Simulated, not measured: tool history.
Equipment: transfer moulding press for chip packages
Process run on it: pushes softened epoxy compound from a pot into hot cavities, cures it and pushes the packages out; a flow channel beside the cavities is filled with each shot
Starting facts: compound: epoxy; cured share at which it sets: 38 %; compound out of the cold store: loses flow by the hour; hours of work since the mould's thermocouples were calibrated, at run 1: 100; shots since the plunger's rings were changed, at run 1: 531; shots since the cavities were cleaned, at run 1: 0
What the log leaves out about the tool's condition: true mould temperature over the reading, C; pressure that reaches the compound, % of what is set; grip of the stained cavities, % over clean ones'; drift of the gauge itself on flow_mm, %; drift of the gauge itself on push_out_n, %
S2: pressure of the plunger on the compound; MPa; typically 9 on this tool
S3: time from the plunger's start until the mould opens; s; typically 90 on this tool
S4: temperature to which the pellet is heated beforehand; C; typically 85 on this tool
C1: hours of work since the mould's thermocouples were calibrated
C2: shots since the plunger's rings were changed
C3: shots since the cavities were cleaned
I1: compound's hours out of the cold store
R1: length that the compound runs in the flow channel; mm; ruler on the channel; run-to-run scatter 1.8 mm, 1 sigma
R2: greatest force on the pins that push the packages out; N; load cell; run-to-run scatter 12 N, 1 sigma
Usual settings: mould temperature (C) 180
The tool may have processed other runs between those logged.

Run 1, day 0: usual settings; C1 100; C2 531; C3 0; I1 39.1. Result: R1 691 mm, R2 563 N.
Run 2, day 0.271: usual settings but S4 81 C; C1 104; C2 604; C3 73; I1 18.9. Result: R1 735 mm, R2 616 N.
Run 3, day 0.688: usual settings but S4 81 C; C1 110; C2 715; C3 184; I1 12.9. Result: R1 749 mm, R2 706 N.
Run 4, day 0.892: usual settings but S4 81 C; C1 113; C2 770; C3 239; I1 18.3. Result: R1 736 mm, R2 722 N.
Run 5, day 1.212: usual settings but mould temperature (C) 178; C1 118; C2 855; C3 324; I1 12.4. Result: R1 754 mm, R2 893 N.
Run 6, day 1.512: usual settings but mould temperature (C) 178; C1 122; C2 936; C3 405; I1 23.1. Result: R1 730 mm, R2 878 N.
Run 7, day 2: usual settings but mould temperature (C) 173; C1 129; C2 1066; C3 535; I1 13.7. Result: R1 760 mm, R2 1399 N.
Run 8, day 2.342: usual settings but mould temperature (C) 184; C1 134; C2 1158; C3 627; I1 15.6. Result: R1 732 mm, R2 716 N.
Run 9, day 2.621: usual settings but S3 99 s; C1 138; C2 1233; C3 702; I1 19.2. Result: R1 732 mm, R2 785 N.
Run 10, day 3.025: usual settings but S3 99 s; C1 144; C2 1341; C3 810; I1 13.3. Result: R1 746 mm, R2 807 N.
Run 11, day 3.296: usual settings but S3 99 s; C1 148; C2 1414; C3 883; I1 16.1. Result: R1 736 mm, R2 822 N.
At day 3.575: cavities cleaned with cleaning compound and waxed.
Run 12, day 3.75: usual settings but S3 99 s; C1 153; C2 1518; C3 46; I1 9.5. Result: R1 751 mm, R2 1025 N.
Run 13, day 4.012: usual settings but S3 99 s; C1 157; C2 1589; C3 117; I1 46.3. Result: R1 670 mm, R2 951 N.
Run 14, day 4.358: usual settings but S3 99 s; C1 162; C2 1681; C3 209; I1 21.9. Result: R1 722 mm, R2 974 N.
Run 15, day 4.692: usual settings but S3 99 s; C1 167; C2 1771; C3 299; I1 13.2. Result: R1 743 mm, R2 993 N.
At day 4.992: cavities cleaned with cleaning compound and waxed, once more.
Run 16, day 4.996: usual settings but S3 99 s; C1 170; C2 1835; C3 1; I1 17.8. Result: R1 733 mm, R2 474 N.
Run 17, day 5.325: usual settings but S3 99 s; C1 175; C2 1924; C3 90; I1 47.2. Result: R1 665 mm, R2 493 N.
Run 18, day 5.8: usual settings but mould temperature (C) 185, S4 83 C; C1 182; C2 2050; C3 216; I1 34. Result: R1 685 mm, R2 546 N.
Run 19, day 6.188: usual settings but mould temperature (C) 178, S4 83 C; C1 187; C2 2155; C3 321; I1 35.5. Result: R1 695 mm, R2 810 N.
Run 20, day 6.679: usual settings but mould temperature (C) 173, S2 10.45 MPa, S3 87 s; C1 194; C2 2286; C3 452; I1 38. Result: R1 754 mm, R2 1326 N.
Run 21, day 7.142: usual settings but S2 7 MPa, S4 78 C; C1 201; C2 2410; C3 576; I1 19.9. Result: R1 638 mm, R2 853 N.
Run 22, day 7.475: usual settings but S2 7 MPa, S3 126 s, S4 91 C; C1 206; C2 2499; C3 665; I1 20. Result: R1 640 mm, R2 639 N.
Run 23, day 7.708: usual settings but S2 10.06 MPa, S4 77 C; C1 209; C2 2561; C3 727; I1 19.9. Result: R1 765 mm, R2 907 N.
Run 24, day 7.929: usual settings but mould temperature (C) 181, S3 78 s; C1 212; C2 2621; C3 787; I1 40.4. Result: R1 676 mm, R2 1097 N.
Run 25, day 8.162: usual settings but mould temperature (C) 181, S3 78 s; C1 216; C2 2683; C3 849; I1 21.4. Result: R1 716 mm, R2 1177 N.
At day 8.562: cavities cleaned with cleaning compound and waxed.
Run 26, day 8.658: usual settings but mould temperature (C) 181, S3 109 s; C1 222; C2 2799; C3 26; I1 36.2. Result: R1 682 mm, R2 423 N.
Run 27, day 8.904: usual settings but mould temperature (C) 177, S2 8.28 MPa, S3 71 s; C1 225; C2 2865; C3 92; I1 8. Result: R1 725 mm, R2 1346 N.
Run 28, day 9.242: usual settings but mould temperature (C) 177, S2 8.28 MPa, S3 71 s; C1 230; C2 2955; C3 182; I1 40.3. Result: R1 655 mm, R2 1286 N.

A few steps of R1 between consecutive runs. Split each: what settings, incoming material and random variation would produce without the hidden state, and what is left over for the hidden state, along with gauge scatter present in only one of the two compared results (measured, and without hidden state):
Run 20 -> 21: mould temperature (C) 173 -> 180, S2 10.45 -> 7, S3 87 -> 90, S4 85 -> 78. R1 -116 mm: hidden state +3, all else -119.
Run 22 -> 23: S2 7 -> 10.06, S3 126 -> 90, S4 91 -> 77. R1 +125 mm: hidden state -3, all else +128.

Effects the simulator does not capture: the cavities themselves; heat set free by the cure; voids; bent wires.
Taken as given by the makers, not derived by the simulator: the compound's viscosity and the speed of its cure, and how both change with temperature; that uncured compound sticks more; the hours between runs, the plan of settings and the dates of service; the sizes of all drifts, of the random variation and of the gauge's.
